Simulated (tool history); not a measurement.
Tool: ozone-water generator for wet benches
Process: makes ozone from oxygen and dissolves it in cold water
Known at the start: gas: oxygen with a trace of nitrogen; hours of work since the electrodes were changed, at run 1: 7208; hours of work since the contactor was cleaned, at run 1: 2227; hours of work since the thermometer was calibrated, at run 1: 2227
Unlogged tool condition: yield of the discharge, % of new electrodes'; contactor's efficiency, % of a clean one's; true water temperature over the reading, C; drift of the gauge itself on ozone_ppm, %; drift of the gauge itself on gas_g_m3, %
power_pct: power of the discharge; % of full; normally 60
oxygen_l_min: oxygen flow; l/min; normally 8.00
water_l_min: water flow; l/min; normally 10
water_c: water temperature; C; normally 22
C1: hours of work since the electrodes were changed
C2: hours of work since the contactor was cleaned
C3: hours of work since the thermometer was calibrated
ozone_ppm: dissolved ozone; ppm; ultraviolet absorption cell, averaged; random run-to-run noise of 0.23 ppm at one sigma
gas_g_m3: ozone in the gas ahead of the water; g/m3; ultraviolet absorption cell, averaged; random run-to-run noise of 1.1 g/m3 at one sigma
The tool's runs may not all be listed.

Run 1, hour 0.0: usual settings; C1 7208; C2 2227; C3 2227. Result: ozone_ppm 33.8 ppm, gas_g_m3 203.2 g/m3.
Run 2, hour 231.9: usual settings but oxygen_l_min 7.02 l/min; C1 7417; C2 2436; C3 2436. Result: ozone_ppm 34.1 ppm, gas_g_m3 214.5 g/m3.
Run 3, hour 383.1: usual settings but water_c 19 C; C1 7554; C2 2573; C3 2573. Result: ozone_ppm 36.1 ppm, gas_g_m3 204.4 g/m3.
Run 4, hour 569.0: usual settings but water_c 19 C; C1 7722; C2 2741; C3 2741. Result: ozone_ppm 36.2 ppm, gas_g_m3 203.5 g/m3.
Run 5, hour 694.3: usual settings but water_c 19 C; C1 7835; C2 2854; C3 2854. Result: ozone_ppm 36.0 ppm, gas_g_m3 204.5 g/m3.
Run 6, hour 816.8: usual settings but water_c 19 C; C1 7946; C2 2965; C3 2965. Result: ozone_ppm 36.1 ppm, gas_g_m3 206.7 g/m3.
Run 7, hour 949.7: usual settings but water_c 19 C; C1 8066; C2 3085; C3 3085. Result: ozone_ppm 36.0 ppm, gas_g_m3 206.4 g/m3.
Run 8, hour 1138.8: usual settings but water_c 19 C; C1 8236; C2 3255; C3 3255. Result: ozone_ppm 36.6 ppm, gas_g_m3 206.7 g/m3.
Run 9, hour 1337.0: usual settings but water_c 19 C; C1 8416; C2 3434; C3 3434. Result: ozone_ppm 36.3 ppm, gas_g_m3 205.2 g/m3.
Run 10, hour 1435.3: usual settings; C1 8504; C2 3523; C3 3523. Result: ozone_ppm 33.7 ppm, gas_g_m3 207.1 g/m3.
Run 11, hour 1641.7: usual settings; C1 8691; C2 3710; C3 3710. Result: ozone_ppm 33.3 ppm, gas_g_m3 206.8 g/m3.
Run 12, hour 1842.5: usual settings but water_c 15 C; C1 8872; C2 3891; C3 3891. Result: ozone_ppm 40.0 ppm, gas_g_m3 205.3 g/m3.
At hour 2045.3: contactor cleaned.
Run 13, hour 2045.4: usual settings but water_c 15 C; C1 9052; C2 0; C3 4071. Result: ozone_ppm 40.0 ppm, gas_g_m3 207.1 g/m3.
At hour 2174.2: water thermometer calibrated.
Run 14, hour 2261.4: usual settings but water_c 15 C; C1 9247; C2 195; C3 79. Result: ozone_ppm 39.4 ppm, gas_g_m3 208.6 g/m3.
Run 15, hour 2375.4: usual settings but water_c 15 C; C1 9349; C2 298; C3 182. Result: ozone_ppm 39.9 ppm, gas_g_m3 209.6 g/m3.
Run 16, hour 2595.2: usual settings but water_c 15 C; C1 9548; C2 496; C3 380. Result: ozone_ppm 39.9 ppm, gas_g_m3 209.0 g/m3.
Run 17, hour 2797.5: usual settings but water_l_min 8 l/min, water_c 15 C; C1 9731; C2 679; C3 563. Result: ozone_ppm 43.4 ppm, gas_g_m3 211.0 g/m3.
Run 18, hour 3026.5: usual settings but water_l_min 8 l/min, water_c 15 C; C1 9938; C2 886; C3 770. Result: ozone_ppm 43.7 ppm, gas_g_m3 211.2 g/m3.
Run 19, hour 3158.4: usual settings but water_l_min 8 l/min, water_c 15 C; C1 10057; C2 1005; C3 889. Result: ozone_ppm 43.0 ppm, gas_g_m3 208.6 g/m3.
Run 20, hour 3263.5: usual settings but water_l_min 8 l/min, water_c 15 C; C1 10152; C2 1100; C3 984. Result: ozone_ppm 43.4 ppm, gas_g_m3 212.0 g/m3.
Run 21, hour 3426.8: usual settings but water_l_min 15 l/min, water_c 24 C; C1 10299; C2 1248; C3 1132. Result: ozone_ppm 27.4 ppm, gas_g_m3 211.3 g/m3.
Run 22, hour 3591.2: usual settings but water_l_min 15 l/min, water_c 24 C; C1 10448; C2 1396; C3 1280. Result: ozone_ppm 27.0 ppm, gas_g_m3 210.7 g/m3.
Run 23, hour 3718.2: usual settings but power_pct 58 % of full, oxygen_l_min 8.60 l/min, water_l_min 9 l/min; C1 10563; C2 1511; C3 1395. Result: ozone_ppm 34.0 ppm, gas_g_m3 201.2 g/m3.
At hour 3754.8: gauge calibrated.
Run 24, hour 3925.3: usual settings but power_pct 66 % of full, oxygen_l_min 10.63 l/min, water_l_min 7 l/min, water_c 17 C; C1 10750; C2 1698; C3 1582. Result: ozone_ppm 43.9 ppm, gas_g_m3 196.8 g/m3.
Run 25, hour 4035.2: usual settings but power_pct 66 % of full, oxygen_l_min 10.63 l/min, water_l_min 7 l/min, water_c 17 C; C1 10849; C2 1797; C3 1681. Result: ozone_ppm 44.2 ppm, gas_g_m3 196.1 g/m3.

Some steps in gas_g_m3 between neighbouring runs. How much of each would the tool show without its hidden state too (settings, what came in, random variation), and how much is left for the hidden state, with any gauge scatter that isn't in both results?
Run 1 -> 2: oxygen_l_min 8.00 -> 7.02. gas_g_m3 +11.3 g/m3: hidden state +0.4, all else +10.9.
Run 2 -> 3: oxygen_l_min 7.02 -> 8.00, water_c 22 -> 19. gas_g_m3 -10.1 g/m3: hidden state +0.2, all else -10.3.
Run 13 -> 14: water thermometer calibrated. gas_g_m3 +1.5 g/m3: hidden state +0.5, all else +1.0.
Run 23 -> 24: power_pct 58 -> 66, oxygen_l_min 8.60 -> 10.63, water_l_min 9 -> 7, water_c 22 -> 17, gauge calibrated. gas_g_m3 -4.4 g/m3: hidden state -5.6, all else +1.2.
